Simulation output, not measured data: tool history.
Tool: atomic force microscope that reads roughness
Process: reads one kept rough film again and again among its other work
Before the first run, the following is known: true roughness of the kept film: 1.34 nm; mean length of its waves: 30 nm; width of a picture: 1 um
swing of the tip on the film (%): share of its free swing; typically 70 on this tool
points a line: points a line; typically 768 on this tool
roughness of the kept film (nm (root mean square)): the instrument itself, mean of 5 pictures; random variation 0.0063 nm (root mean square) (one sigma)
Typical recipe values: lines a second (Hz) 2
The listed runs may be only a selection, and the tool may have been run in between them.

| run | hour | lines a second (Hz) | swing of the tip on the film (%) | points a line | roughness of the kept film (nm (root mean square)) |
|---|---|---|---|---|---|
| 1 | 0 | 2 | 70 | 768 | 1.207 |
| 2 | 18 | 2 | 70 | 768 | 1.218 |
| 3 | 29 | 2 | 70 | 768 | 1.222 |
| 4 | 48.3 | 2 | 70 | 768 | 1.229 |
| 5 | 65.5 | 2 | 70 | 768 | 1.213 |
|  | 78 | new tip fitted |
| 6 | 78 | 2 | 70 | 768 | 1.232 |
| 7 | 102.9 | 2 | 70 | 484 | 1.217 |
| 8 | 120.1 | 2 | 70 | 484 | 1.226 |
| 9 | 142.1 | 2.23 | 70 | 484 | 1.203 |

What does the tool deliver on the next run?
|  | 163.2 | new tip fitted |
| 10 | 166.4 | 1.04 | 62 | 768 | ? |

Run 10 yielded roughness of the kept film (nm (root mean square)) 1.27.
Had the tool carried no hidden state, the very same run would have given roughness of the kept film (nm (root mean square)) 1.271.
